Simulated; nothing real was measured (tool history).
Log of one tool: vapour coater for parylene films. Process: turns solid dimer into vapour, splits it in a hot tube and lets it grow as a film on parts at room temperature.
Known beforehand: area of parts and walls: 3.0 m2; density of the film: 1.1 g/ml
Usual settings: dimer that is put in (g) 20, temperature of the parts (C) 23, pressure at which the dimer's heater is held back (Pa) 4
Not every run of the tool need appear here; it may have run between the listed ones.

run,hour,dimer that is put in (g),temperature of the parts (C),pressure at which the dimer's heater is held back (Pa),thickness of the film (um)
1,0,20,23,4,3.35
2,14,20,23,4,3.31
3,25.8,20,23,4,3.39
4,43,20,23,4,3.39
5,60.7,20,23,4,3.31
6,78.6,20,23,2.05,3.52
7,95.6,20,22,4,3.34
8,115.9,20,22,4,3.4
9,137.7,20,23,4,3.33
10,150.3,20,20,4,3.57
11,171.2,20,20,4,3.54
12,192.9,20,23,4,3.31
13,213.9,20,23,4,3.37
14,223.1,20,23,4,3.39
15,242.4,20,23,4,3.37
16,254,20,20,6.19,3.45
17,267.5,9,23,4.08,1.51
18,289.4,29,22,3.22,5.07
19,299.7,11,24,3.9,1.84
20,317.4,11,24,3.9,1.83
21,326.8,27,22,6.64,4.38
22,346.2,27,19,6.64,4.76
23,367.5,27,19,6.64,4.7
24,377.8,10,23,8.9,1.57
25,390.4,10,28,5.02,1.47
26,410.3,11,18,7.26,1.95

Results per run with the tool's hidden condition removed, run-to-run variation unchanged:
The hidden state here: vapour lost through the trap's worn valve, %; true temperature of the parts over the reading, C; drift of the gauge itself on film_um, %.
run,thickness of the film (um)
1,3.36
2,3.32
3,3.4
4,3.41
5,3.33
6,3.53
7,3.36
8,3.42
9,3.34
10,3.59
11,3.56
12,3.32
13,3.39
14,3.41
15,3.39
16,3.47
17,1.52
18,5.1
19,1.85
20,1.84
21,4.41
22,4.79
23,4.73
24,1.58
25,1.48
26,1.97
